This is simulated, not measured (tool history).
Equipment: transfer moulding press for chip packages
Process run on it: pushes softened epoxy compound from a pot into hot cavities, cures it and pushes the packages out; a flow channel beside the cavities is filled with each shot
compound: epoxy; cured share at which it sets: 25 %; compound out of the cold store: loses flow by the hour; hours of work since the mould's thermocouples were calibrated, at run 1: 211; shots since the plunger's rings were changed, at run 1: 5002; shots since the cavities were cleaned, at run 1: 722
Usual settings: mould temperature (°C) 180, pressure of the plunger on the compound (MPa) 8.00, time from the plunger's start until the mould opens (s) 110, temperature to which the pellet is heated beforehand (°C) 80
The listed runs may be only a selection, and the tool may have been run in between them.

| run | day | mould temperature (°C) | pressure of the plunger on the compound (MPa) | time from the plunger's start until the mould opens (s) | temperature to which the pellet is heated beforehand (°C) | hours of work since the mould's thermocouples were calibrated | shots since the plunger's rings were changed | shots since the cavities were cleaned | incoming compound's hours out of the cold store | length that the compound runs in the flow channel (mm) | greatest force on the pins that push the packages out (N) |
|---|---|---|---|---|---|---|---|---|---|---|---|
| 1 | 0.000 | 180 | 8.00 | 110 | 80 | 211 | 5002 | 722 | 17.2 | 890 | 463 |
| 2 | 0.325 | 172 | 8.00 | 110 | 80 | 216 | 5092 | 812 | 33.3 | 880 | 838 |
|  | 0.504 | cavities cleaned with cleaning compound and waxed |
|  | 0.725 | plunger's sealing rings changed |
| 3 | 1.100 | 172 | 8.00 | 110 | 80 | 227 | 105 | 138 | 41.8 | 857 | 792 |
| 4 | 1.504 | 187 | 8.00 | 110 | 80 | 234 | 217 | 250 | 14.2 | 874 | 298 |
| 5 | 1.946 | 187 | 8.00 | 110 | 80 | 241 | 340 | 373 | 18.4 | 863 | 318 |
| 6 | 2.383 | 187 | 8.00 | 110 | 80 | 249 | 462 | 495 | 9.3 | 888 | 312 |
| 7 | 2.812 | 187 | 8.00 | 110 | 80 | 256 | 582 | 615 | 45.7 | 787 | 291 |
| 8 | 3.188 | 180 | 8.81 | 110 | 80 | 263 | 687 | 720 | 30.4 | 896 | 432 |
| 9 | 3.462 | 180 | 8.93 | 110 | 80 | 268 | 763 | 796 | 16.8 | 947 | 450 |
|  | 3.708 | cavities cleaned with cleaning compound and waxed |
| 10 | 3.875 | 180 | 8.00 | 110 | 83 | 274 | 861 | 47 | 28.4 | 861 | 434 |
| 11 | 4.408 | 180 | 8.00 | 110 | 83 | 283 | 1009 | 195 | 42.9 | 818 | 434 |
| 12 | 4.967 | 180 | 8.00 | 110 | 83 | 292 | 1165 | 351 | 36.7 | 836 | 446 |
| 13 | 5.467 | 180 | 8.00 | 110 | 83 | 301 | 1304 | 490 | 25.5 | 863 | 453 |
| 14 | 6.025 | 180 | 8.00 | 110 | 87 | 311 | 1459 | 645 | 27.8 | 862 | 429 |
| 15 | 6.367 | 180 | 8.00 | 110 | 80 | 317 | 1555 | 741 | 44.2 | 810 | 429 |
|  | 6.817 | cavities cleaned with cleaning compound and waxed |
| 16 | 6.846 | 180 | 8.00 | 110 | 80 | 324 | 1671 | 8 | 18.6 | 893 | 441 |
| 17 | 7.208 | 180 | 8.00 | 115 | 88 | 330 | 1772 | 109 | 26.8 | 861 | 398 |
| 18 | 7.504 | 180 | 8.00 | 115 | 88 | 335 | 1855 | 192 | 17.9 | 889 | 396 |
| 19 | 8.033 | 180 | 8.00 | 115 | 88 | 344 | 2002 | 339 | 20.4 | 879 | 402 |
| 20 | 8.283 | 180 | 6.63 | 135 | 73 | 349 | 2071 | 408 | 22.2 | 799 | 322 |
| 21 | 8.800 | 173 | 6.38 | 106 | 73 | 357 | 2216 | 553 | 32.6 | 784 | 841 |
| 22 | 9.058 | 173 | 6.38 | 106 | 73 | 362 | 2288 | 625 | 31.4 | 786 | 856 |
| 23 | 9.500 | 173 | 6.38 | 106 | 73 | 370 | 2410 | 747 | 26.7 | 802 | 862 |
|  | 9.917 | cavities cleaned with cleaning compound and waxed |
| 24 | 9.946 | 177 | 6.38 | 106 | 74 | 376 | 2517 | 8 | 39.7 | 750 | 622 |

Run 25, settings as shown, results not yet in. Your forecast:
| 25 | 10.233 | 177 | 6.38 | 106 | 74 | 381 | 2597 | 88 | 37.0 | ? | ? |

Run 25 came out at length that the compound runs in the flow channel (mm) 757, greatest force on the pins that push the packages out (N) 612.
Without the tool's hidden state the same run would have given length that the compound runs in the flow channel (mm) 757, greatest force on the pins that push the packages out (N) 610.
